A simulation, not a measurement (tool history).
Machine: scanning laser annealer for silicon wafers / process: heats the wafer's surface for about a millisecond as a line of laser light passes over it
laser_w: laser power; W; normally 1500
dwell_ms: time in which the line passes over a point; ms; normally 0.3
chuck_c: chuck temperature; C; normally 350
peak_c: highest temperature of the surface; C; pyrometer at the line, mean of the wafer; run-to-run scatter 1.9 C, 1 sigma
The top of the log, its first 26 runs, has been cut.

{"run": 27, "day": 16.279, "laser_w": 1641, "dwell_ms": 0.214, "chuck_c": 320, "peak_c": 1027}
{"run": 28, "day": 17.1, "laser_w": 1328, "dwell_ms": 0.266, "chuck_c": 320, "peak_c": 958}
{"run": 29, "day": 17.775, "laser_w": 1474, "dwell_ms": 0.339, "chuck_c": 352, "peak_c": 1179}
{"run": 30, "day": 18.392, "laser_w": 1396, "dwell_ms": 0.313, "chuck_c": 348, "peak_c": 1092}
{"run": 31, "day": 18.954, "laser_w": 1500, "dwell_ms": 0.305, "chuck_c": 328, "peak_c": 1117}
{"run": 32, "day": 19.517, "laser_w": 1500, "dwell_ms": 0.305, "chuck_c": 328, "peak_c": 1117}
{"run": 33, "day": 20.125, "laser_w": 1500, "dwell_ms": 0.305, "chuck_c": 328, "peak_c": 1117}
{"run": 34, "day": 20.583, "laser_w": 1305, "dwell_ms": 0.3, "chuck_c": 335, "peak_c": 1014}
{"run": 35, "day": 21.012, "laser_w": 1331, "dwell_ms": 0.263, "chuck_c": 350, "peak_c": 989}
{"run": 36, "day": 21.642, "laser_w": 1420, "dwell_ms": 0.212, "chuck_c": 350, "peak_c": 956}
{"run": 37, "day": 22.246, "laser_w": 1420, "dwell_ms": 0.212, "chuck_c": 350, "peak_c": 954}

Predict the results of run 38:
{"run": 38, "day": 22.879, "laser_w": 1625, "dwell_ms": 0.349, "chuck_c": 350, "peak_c": "?"}

{"run 38": {"peak_c": 1281}}
If the tool had no hidden condition, the same run with the same run-to-run variation would have returned peak_c 1281 C.

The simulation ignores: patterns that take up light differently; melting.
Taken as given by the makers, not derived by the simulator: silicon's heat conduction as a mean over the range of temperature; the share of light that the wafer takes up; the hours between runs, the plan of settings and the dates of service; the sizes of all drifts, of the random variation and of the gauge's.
